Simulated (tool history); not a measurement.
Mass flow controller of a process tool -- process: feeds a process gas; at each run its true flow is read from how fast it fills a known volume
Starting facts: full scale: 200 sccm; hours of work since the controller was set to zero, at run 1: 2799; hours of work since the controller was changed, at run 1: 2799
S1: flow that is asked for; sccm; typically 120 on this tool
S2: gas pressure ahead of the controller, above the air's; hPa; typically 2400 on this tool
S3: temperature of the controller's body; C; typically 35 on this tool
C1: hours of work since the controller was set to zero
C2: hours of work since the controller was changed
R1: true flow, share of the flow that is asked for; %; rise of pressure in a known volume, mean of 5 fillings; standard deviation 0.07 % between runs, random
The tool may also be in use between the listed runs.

run,day,S1,S2,S3,C1,C2,R1
1,0.000,120,2400,35,2799,2799,99.29
2,11.871,135,2400,35,2953,2953,99.47
3,23.258,120,2400,33,3100,3100,99.57
4,30.808,120,2400,33,3198,3198,99.67
5,37.246,120,2400,24,3281,3281,100.09
6,48.754,120,2400,39,3430,3430,99.55
7,55.729,120,1660,35,3521,3521,99.94
8,61.504,120,1660,35,3595,3595,100.03
9,67.733,120,1660,35,3676,3676,100.02
10,74.975,120,2400,35,3770,3770,99.85
11,81.983,53,2400,35,3861,3861,99.74
12,87.883,120,2400,22,3937,3937,100.29
13,100.262,120,2400,22,4098,4098,100.40
14,111.533,120,2270,35,4244,4244,100.11
15,122.725,120,2400,21,4389,4389,100.72
16,128.150,120,2400,21,4459,4459,100.54
17,134.362,43,1830,27,4539,4539,100.53
18,146.821,43,1830,27,4701,4701,100.57
# day 147.504: gauge calibrated
19,154.292,48,1830,30,4797,4797,99.52
20,166.821,104,1620,35,4960,4960,99.80
21,175.250,120,1540,20,5069,5069,100.49
22,184.512,120,2400,34,5189,5189,99.59
23,193.271,26,2710,24,5302,5302,99.65
24,202.925,26,2710,24,5427,5427,99.80
25,214.588,26,2710,24,5579,5579,99.92
26,226.567,37,2710,32,5734,5734,99.59
27,231.708,55,1710,33,5800,5800,99.92
28,242.462,41,2000,30,5940,5940,99.99
29,250.883,41,2000,30,6049,6049,100.27
30,255.917,24,1770,23,6114,6114,100.42
31,261.971,24,1770,23,6192,6192,100.47
32,270.988,161,1810,31,6309,6309,100.50

Results per run with the tool's hidden condition removed, run-to-run variation unchanged:
Hidden conditions of the tool in this case: flow at rest that the sensor doesn't see, % of full scale; true flow over the shown one, %; drift of the gauge itself on true_pct, %.
run,R1
1,99.30
2,99.40
3,99.43
4,99.48
5,99.86
6,99.24
7,99.59
8,99.64
9,99.59
10,99.38
11,99.23
12,99.74
13,99.77
14,99.40
15,99.94
16,99.73
17,99.69
18,99.65
19,99.51
20,99.69
21,100.32
22,99.37
23,99.40
24,99.49
25,99.54
26,99.12
27,99.40
28,99.41
29,99.64
30,99.77
31,99.79
32,99.71
